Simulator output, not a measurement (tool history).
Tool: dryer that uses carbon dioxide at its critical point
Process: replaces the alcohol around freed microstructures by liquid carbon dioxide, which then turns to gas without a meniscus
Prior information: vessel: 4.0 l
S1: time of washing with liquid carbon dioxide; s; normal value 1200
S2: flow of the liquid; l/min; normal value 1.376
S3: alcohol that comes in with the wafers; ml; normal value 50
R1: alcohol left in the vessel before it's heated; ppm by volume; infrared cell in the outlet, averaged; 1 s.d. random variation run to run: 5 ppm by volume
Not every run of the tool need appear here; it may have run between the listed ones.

run 1 hour=0.0 | S1=1200 S2=1.376 S3=50 | R1=58
run 2 hour=11.9 | S1=1200 S2=1.376 S3=50 | R1=61
run 3 hour=18.5 | S1=1200 S2=1.376 S3=50 | R1=60
run 4 hour=27.6 | S1=1320 S2=1.376 S3=50 | R1=42
run 5 hour=34.5 | S1=1260 S2=1.376 S3=50 | R1=52
run 6 hour=43.2 | S1=1260 S2=1.140 S3=50 | R1=113
run 7 hour=51.5 | S1=1200 S2=1.376 S3=50 | R1=77
run 8 hour=61.7 | S1=1200 S2=1.376 S3=50 | R1=67
run 9 hour=74.3 | S1=1200 S2=1.376 S3=34 | R1=46
run 10 hour=83.3 | S1=1200 S2=1.376 S3=34 | R1=54
run 11 hour=93.0 | S1=1200 S2=1.376 S3=59 | R1=80
run 12 hour=100.6 | S1=1200 S2=1.376 S3=50 | R1=67
run 13 hour=106.3 | S1=1200 S2=1.376 S3=50 | R1=75
run 14 hour=117.5 | S1=1200 S2=1.376 S3=35 | R1=64
run 15 hour=129.0 | S1=1200 S2=1.376 S3=35 | R1=59
run 16 hour=141.1 | S1=1200 S2=1.300 S3=50 | R1=93
run 17 hour=146.8 | S1=1200 S2=1.376 S3=50 | R1=74
run 18 hour=160.2 | S1=1200 S2=1.376 S3=50 | R1=77
run 19 hour=170.0 | S1=1200 S2=1.376 S3=50 | R1=76
run 20 hour=181.8 | S1=1200 S2=1.376 S3=50 | R1=83
run 21 hour=188.5 | S1=1200 S2=1.376 S3=50 | R1=83
run 22 hour=197.2 | S1=1200 S2=1.376 S3=23 | R1=39
run 23 hour=206.7 | S1=1200 S2=1.376 S3=50 | R1=87
run 24 hour=220.1 | S1=1200 S2=1.376 S3=41 | R1=86
run 25 hour=230.0 | S1=960 S2=2.150 S3=86 | R1=46
run 26 hour=237.9 | S1=960 S2=2.150 S3=86 | R1=47
run 27 hour=244.7 | S1=1200 S2=1.010 S3=82 | R1=453
run 28 hour=252.7 | S1=1200 S2=1.010 S3=82 | R1=458
run 29 hour=261.8 | S1=1200 S2=1.376 S3=66 | R1=111
run 30 hour=273.2 | S1=1200 S2=1.376 S3=119 | R1=168
run 31 hour=280.7 | S1=1200 S2=1.830 S3=62 | R1=51
run 32 hour=286.4 | S1=1260 S2=0.840 S3=50 | R1=476
run 33 hour=294.6 | S1=1020 S2=1.310 S3=38 | R1=160
run 34 hour=302.9 | S1=1200 S2=1.410 S3=103 | R1=138
run 35 hour=314.4 | S1=1140 S2=1.060 S3=33 | R1=210
run 36 hour=327.4 | S1=720 S2=1.290 S3=30 | R1=411
run 37 hour=339.7 | S1=780 S2=1.290 S3=83 | R1=823
run 38 hour=351.2 | S1=1200 S2=1.376 S3=27 | R1=76
run 39 hour=362.1 | S1=1200 S2=1.376 S3=27 | R1=76
run 40 hour=370.5 | S1=1200 S2=1.376 S3=27 | R1=79
run 41 hour=377.4 | S1=1020 S2=1.376 S3=23 | R1=109
run 42 hour=386.5 | S1=1020 S2=1.376 S3=23 | R1=108
run 43 hour=399.0 | S1=720 S2=1.130 S3=20 | R1=412
run 44 hour=409.3 | S1=1860 S2=0.860 S3=111 | R1=243
run 45 hour=415.9 | S1=1860 S2=0.860 S3=111 | R1=244
run 46 hour=423.5 | S1=1860 S2=0.860 S3=111 | R1=244

Each row is a separate what-if for the run after 46, all from the same tool condition, not one after another. Results?
run A hour=432.3 | S1=1200 S2=1.270 S3=50 | R1=?
run B hour=432.3 | S1=1440 S2=1.540 S3=81 | R1=?
run C hour=432.3 | S1=1800 S2=0.860 S3=37 | R1=?
run D hour=432.3 | S1=1860 S2=0.830 S3=34 | R1=?

run=A R1=161
run=B R1=63
run=C R1=130
run=D R1=118
The same runs, with their run-to-run variation unchanged, on a tool lacking any hidden condition would have given:
run=A R1=76
run=B R1=10
run=C R1=54
run=D R1=45
